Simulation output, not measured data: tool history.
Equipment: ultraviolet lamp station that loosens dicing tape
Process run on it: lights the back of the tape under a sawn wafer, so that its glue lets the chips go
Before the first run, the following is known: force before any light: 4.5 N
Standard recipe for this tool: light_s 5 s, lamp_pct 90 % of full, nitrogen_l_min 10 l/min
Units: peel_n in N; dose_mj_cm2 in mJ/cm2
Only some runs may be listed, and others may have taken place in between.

run,day,light_s,lamp_pct,nitrogen_l_min,peel_n,dose_mj_cm2
1,0.000,5,90,10,0.269,428
2,0.375,5,90,10,0.278,432
3,1.004,5,90,10,0.271,430
4,1.383,5,90,10,0.274,426
5,2.088,5,90,10,0.293,422
# day 2.175: window cleaned of glue's vapour
6,2.662,5,90,10,0.294,402
7,3.250,5,90,10,0.311,406
8,4.096,6,66,10,0.404,351
9,4.512,3,99,11,0.640,265
# day 4.633: window cleaned of glue's vapour, once more
10,5.375,3,99,11,0.522,307
11,5.833,3,99,11,0.509,300
12,6.258,3,99,11,0.526,303
13,6.646,5,66,7,0.593,334

Forecast each of these 4 alternatives for the next run:
A,7.300,7,90,10,?,?
B,7.300,5,97,16,?,?
C,7.300,5,70,7,?,?
D,7.300,8,83,19,?,?

run,peel_n,dose_mj_cm2
A,0.135,635
B,0.164,487
C,0.534,351
D,0.107,669
The same runs, with their run-to-run variation unchanged, on a tool lacking any hidden condition would have given:
run,peel_n,dose_mj_cm2
A,0.107,807
B,0.120,620
C,0.332,446
D,0.099,850
